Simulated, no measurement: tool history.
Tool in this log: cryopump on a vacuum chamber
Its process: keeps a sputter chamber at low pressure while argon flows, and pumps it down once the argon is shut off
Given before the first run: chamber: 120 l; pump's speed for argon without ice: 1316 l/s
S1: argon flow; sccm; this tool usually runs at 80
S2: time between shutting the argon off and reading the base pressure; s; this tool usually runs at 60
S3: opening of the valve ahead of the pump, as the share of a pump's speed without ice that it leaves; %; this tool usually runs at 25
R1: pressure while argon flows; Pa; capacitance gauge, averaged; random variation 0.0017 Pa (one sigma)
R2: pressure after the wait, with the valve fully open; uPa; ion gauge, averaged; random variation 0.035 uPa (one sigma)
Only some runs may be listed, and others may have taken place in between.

run	day	S1	S2	S3	R1	R2
1	0	80	60	25	0.4169	2.45
2	1.212	80	60	25	0.4169	2.42
3	2.229	80	60	25	0.4185	2.37
4	2.983	80	60	19	0.5508	2.39
5	3.975	80	60	25	0.4146	2.46
6	5.275	80	21	25	0.4175	5.61
7	6.279	58	136	26	0.2914	1.57
8	7.058	58	136	26	0.2888	1.6
9	8.579	58	136	26	0.2921	1.59
10	9.496	58	136	26	0.2939	1.54
11	10.462	58	136	26	0.2921	1.57

Here are 5 independent what-if runs from the current tool condition. What would each one return?
A	11.404	140	209	18	?	?
B	11.404	58	62	26	?	?
C	11.404	43	89	21	?	?
D	11.404	58	236	26	?	?
E	11.404	72	30	43	?	?

run	R1	R2
A	1.0129	1.38
B	0.2918	2.54
C	0.2663	2.06
D	0.2934	1.35
E	0.2232	4.19
Stripped of hidden state, with their random variation kept, the same runs would have yielded:
run	R1	R2
A	0.9977	0.71
B	0.2855	1.88
C	0.2616	1.4
D	0.2871	0.7
E	0.2153	3.53
